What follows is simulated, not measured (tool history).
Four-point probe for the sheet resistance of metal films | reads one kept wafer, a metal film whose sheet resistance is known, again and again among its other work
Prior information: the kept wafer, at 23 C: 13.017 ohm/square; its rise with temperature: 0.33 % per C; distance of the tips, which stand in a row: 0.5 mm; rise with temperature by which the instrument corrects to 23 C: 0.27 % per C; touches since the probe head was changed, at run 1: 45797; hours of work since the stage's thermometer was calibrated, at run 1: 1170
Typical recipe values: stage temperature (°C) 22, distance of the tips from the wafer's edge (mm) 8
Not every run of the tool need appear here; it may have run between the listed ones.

run,hour,stage temperature (°C),distance of the tips from the wafer's edge (mm),touches since the probe head was changed,hours of work since the stage's thermometer was calibrated,sheet resistance as the instrument gives it (ohm/square)
1,0.0,22,8,45797,1170,13.106821
2,42.6,22,33,46887,1197,13.080260
# hour 92.2: stage's thermometer calibrated
3,92.2,27,8,48143,0,13.148686
4,136.8,27,8,49282,29,13.146356
5,160.4,22,8,49885,45,13.108067
6,190.4,22,8,50652,64,13.109703
7,220.8,22,8,51429,84,13.112831
8,259.1,20,8,52409,109,13.097752
9,314.1,20,8,53816,145,13.097312
# hour 339.1: stage's thermometer calibrated, once more
10,366.7,22,8,55146,18,13.121598
11,390.4,22,8,55752,33,13.121188
12,436.3,22,8,56926,63,13.120846
13,473.1,21,8,57868,87,13.115714
14,523.8,22,8,59163,121,13.124202
15,579.6,21,17,60590,157,13.101378
16,609.4,21,17,61352,176,13.097212
17,664.6,25,63,62765,213,13.125887
18,699.3,20,24,63651,235,13.089467
19,725.8,20,24,64329,252,13.086347
20,766.7,20,48,65374,279,13.087584
21,818.0,19,48,66686,313,13.077747
22,858.6,22,70,67723,339,13.097278
23,905.3,29,6,68917,370,13.205166
24,945.8,22,8,69952,396,13.129375
25,991.5,24,42,71121,426,13.119333
26,1019.0,35,28,71824,444,13.206444
27,1060.8,31,28,72892,471,13.178675

The same runs without the tool's hidden state, with the same run-to-run variation:
Hidden conditions of the tool in this case: inner tips' distance over the nominal, %; tips' flats over new ones', %; wafer's true temperature over the reading, C; drift of the gauge itself on sheet_ohm, %.
run,sheet resistance as the instrument gives it (ohm/square)
1,13.035996
2,13.008587
3,13.077939
4,13.074710
5,13.036251
6,13.037232
7,13.039644
8,13.023893
9,13.022183
10,13.036942
11,13.036054
12,13.034815
13,13.029013
14,13.036349
15,13.012541
16,13.007850
17,13.035147
18,12.998262
19,12.994618
20,12.994942
21,12.984094
22,13.002584
23,13.108594
24,13.032542
25,13.021549
26,13.107341
27,13.079012
